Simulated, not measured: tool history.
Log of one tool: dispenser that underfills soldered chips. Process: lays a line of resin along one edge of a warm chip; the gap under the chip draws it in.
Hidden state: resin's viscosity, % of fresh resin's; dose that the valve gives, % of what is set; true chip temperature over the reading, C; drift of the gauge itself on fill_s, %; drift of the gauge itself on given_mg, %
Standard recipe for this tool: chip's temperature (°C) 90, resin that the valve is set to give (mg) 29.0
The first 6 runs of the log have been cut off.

run,hour,chip's temperature (°C),resin that the valve is set to give (mg),hours of work since the syringe was changed,hours of work since the valve was cleaned,hours of work since the stage was calibrated,time until the resin shows at the far edge (s),resin that the valve gave (mg)
# hour 55.2: new syringe of resin
7,64.8,90,29.0,6,44,363,321.6,27.64
# hour 66.4: new syringe of resin
8,71.9,90,31.5,3,49,367,285.0,29.91
# hour 76.5: new syringe of resin
9,78.2,90,31.5,1,52,370,256.8,29.72
10,85.3,90,31.5,5,57,375,308.4,29.65
# hour 87.3: new syringe of resin
11,91.6,90,29.0,3,60,379,276.6,27.29
# hour 98.0: new syringe of resin
12,103.0,90,29.0,3,67,385,287.7,27.17
# hour 107.3: dispensing valve cleaned and set on the balance
# hour 109.6: new syringe of resin
13,116.0,90,29.0,4,5,393,297.0,29.00
# hour 119.7: new syringe of resin
14,126.4,90,29.0,4,11,399,310.8,28.68
# hour 130.3: new syringe of resin
15,133.2,90,29.0,2,15,403,280.6,28.49
# hour 140.4: new syringe of resin
16,140.4,90,29.0,0,20,407,254.4,28.36
# hour 151.1: new syringe of resin
17,153.1,76,25.5,1,27,415,441.1,24.87
# hour 161.7: new syringe of resin
18,167.4,76,37.4,4,36,424,463.1,36.21

Forecast run 19:
# hour 172.6: new syringe of resin
19,181.4,104,27.8,5,45,432,?,?

time until the resin shows at the far edge (s): 210.7
resin that the valve gave (mg): 26.54
Were there no unlogged condition in the tool, this run, its random variation unchanged, would have produced time until the resin shows at the far edge (s) 149.6, resin that the valve gave (mg) 27.68.
